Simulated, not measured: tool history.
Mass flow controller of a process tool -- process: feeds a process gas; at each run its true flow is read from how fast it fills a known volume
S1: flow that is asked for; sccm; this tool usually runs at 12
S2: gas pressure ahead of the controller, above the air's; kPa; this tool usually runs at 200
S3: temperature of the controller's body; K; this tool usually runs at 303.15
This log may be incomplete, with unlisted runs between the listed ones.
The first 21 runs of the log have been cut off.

run 22 hour=2674.7 | S1=12 S2=200 S3=296.15 | true_flow_(%)=99.21
run 23 hour=2771.1 | S1=12 S2=200 S3=296.15 | true_flow_(%)=99.21
run 24 hour=2898.3 | S1=12 S2=200 S3=303.15 | true_flow_(%)=98.56
run 25 hour=2979.1 | S1=6 S2=256 S3=309.15 | true_flow_(%)=97.41
run 26 hour=3075.1 | S1=6 S2=256 S3=309.15 | true_flow_(%)=97.45
run 27 hour=3185.3 | S1=6 S2=256 S3=309.15 | true_flow_(%)=97.35
run 28 hour=3316.7 | S1=12 S2=224 S3=304.15 | true_flow_(%)=98.34
run 29 hour=3491.8 | S1=8 S2=234 S3=307.15 | true_flow_(%)=97.65
run 30 hour=3604.1 | S1=9 S2=168 S3=311.15 | true_flow_(%)=97.58
run 31 hour=3737.7 | S1=9 S2=168 S3=311.15 | true_flow_(%)=97.46
run 32 hour=3856.8 | S1=2 S2=228 S3=307.15 | true_flow_(%)=98.9
run 33 hour=4031.6 | S1=2 S2=228 S3=307.15 | true_flow_(%)=98.95
run 34 hour=4141.6 | S1=12 S2=151 S3=303.15 | true_flow_(%)=98.57
run 35 hour=4260.5 | S1=12 S2=151 S3=303.15 | true_flow_(%)=98.63

For run 36, what comes out?
run 36 hour=4368.1 | S1=12 S2=151 S3=303.15 | true_flow_(%)=?

true flow (%): 98.56
Were there no unlogged condition in the tool, this run, its random variation unchanged, would have produced true flow (%) 98.4.
